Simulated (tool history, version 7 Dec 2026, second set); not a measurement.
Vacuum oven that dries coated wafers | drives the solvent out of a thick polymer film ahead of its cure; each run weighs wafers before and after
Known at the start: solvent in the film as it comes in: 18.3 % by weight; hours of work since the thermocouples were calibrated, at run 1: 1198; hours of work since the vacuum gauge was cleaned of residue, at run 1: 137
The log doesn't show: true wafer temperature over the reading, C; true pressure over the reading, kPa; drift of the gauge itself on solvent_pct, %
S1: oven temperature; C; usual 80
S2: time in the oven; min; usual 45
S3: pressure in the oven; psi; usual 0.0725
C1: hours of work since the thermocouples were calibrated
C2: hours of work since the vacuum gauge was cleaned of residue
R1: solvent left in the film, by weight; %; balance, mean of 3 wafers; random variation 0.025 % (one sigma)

run 1 day=0.000 | S1=80 S2=45 S3=0.0725 | C1=1198 C2=137 | R1=0.98
run 2 day=2.179 | S1=80 S2=45 S3=0.0725 | C1=1223 C2=162 | R1=0.92
run 3 day=4.100 | S1=80 S2=41 S3=0.0725 | C1=1245 C2=184 | R1=1.08
run 4 day=5.721 | S1=80 S2=41 S3=0.0725 | C1=1263 C2=202 | R1=1.07
run 5 day=8.512 | S1=80 S2=45 S3=0.0725 | C1=1295 C2=234 | R1=0.90
run 6 day=11.342 | S1=80 S2=45 S3=0.0725 | C1=1328 C2=267 | R1=0.90
run 7 day=13.888 | S1=80 S2=45 S3=0.2589 | C1=1357 C2=296 | R1=1.61
run 8 day=15.975 | S1=80 S2=45 S3=0.2589 | C1=1381 C2=320 | R1=1.58
run 9 day=17.658 | S1=80 S2=45 S3=0.2589 | C1=1400 C2=340 | R1=1.62
run 10 day=20.008 | S1=80 S2=45 S3=0.2589 | C1=1427 C2=366 | R1=1.58
run 11 day=22.550 | S1=80 S2=45 S3=0.2589 | C1=1457 C2=396 | R1=1.61
run 12 day=24.475 | S1=80 S2=45 S3=0.2589 | C1=1479 C2=418 | R1=1.61
run 13 day=26.517 | S1=80 S2=45 S3=0.2589 | C1=1502 C2=441 | R1=1.63
run 14 day=28.771 | S1=80 S2=45 S3=0.2589 | C1=1528 C2=467 | R1=1.59
run 15 day=30.479 | S1=69 S2=45 S3=0.0725 | C1=1548 C2=487 | R1=3.21
run 16 day=31.775 | S1=71 S2=45 S3=0.0802 | C1=1563 C2=502 | R1=2.68
run 17 day=34.312 | S1=71 S2=25 S3=0.1155 | C1=1592 C2=531 | R1=5.67
-- day=35.938 oven's thermocouples calibrated
run 18 day=36.129 | S1=71 S2=25 S3=0.1155 | C1=2 C2=551 | R1=6.54
run 19 day=38.629 | S1=88 S2=43 S3=0.1366 | C1=31 C2=579 | R1=0.69
run 20 day=40.446 | S1=72 S2=25 S3=0.1649 | C1=52 C2=600 | R1=6.32
run 21 day=41.638 | S1=79 S2=25 S3=0.0457 | C1=65 C2=614 | R1=3.53
run 22 day=43.779 | S1=92 S2=25 S3=0.2574 | C1=90 C2=639 | R1=1.32
run 23 day=46.200 | S1=74 S2=70 S3=0.0875 | C1=118 C2=666 | R1=1.20
run 24 day=48.962 | S1=74 S2=36 S3=0.0571 | C1=150 C2=698 | R1=3.32
run 25 day=51.683 | S1=74 S2=36 S3=0.0571 | C1=181 C2=729 | R1=3.33

5 ways to go on from here, each from the tool as it stands after run 25. What would each give?
run A day=53.071 | S1=72 S2=38 S3=0.0812 | C1=197 C2=745 | R1=?
run B day=53.071 | S1=74 S2=64 S3=0.0571 | C1=197 C2=745 | R1=?
run C day=53.071 | S1=67 S2=28 S3=0.0725 | C1=197 C2=745 | R1=?
run D day=53.071 | S1=80 S2=40 S3=0.0725 | C1=197 C2=745 | R1=?
run E day=53.071 | S1=88 S2=72 S3=0.0725 | C1=197 C2=745 | R1=?

run=A R1=3.82
run=B R1=1.23
run=C R1=7.06
run=D R1=1.52
run=E R1=0.31
Without the tool's hidden state the same runs would have given:
run=A R1=3.93
run=B R1=1.23
run=C R1=7.19
run=D R1=1.55
run=E R1=0.25

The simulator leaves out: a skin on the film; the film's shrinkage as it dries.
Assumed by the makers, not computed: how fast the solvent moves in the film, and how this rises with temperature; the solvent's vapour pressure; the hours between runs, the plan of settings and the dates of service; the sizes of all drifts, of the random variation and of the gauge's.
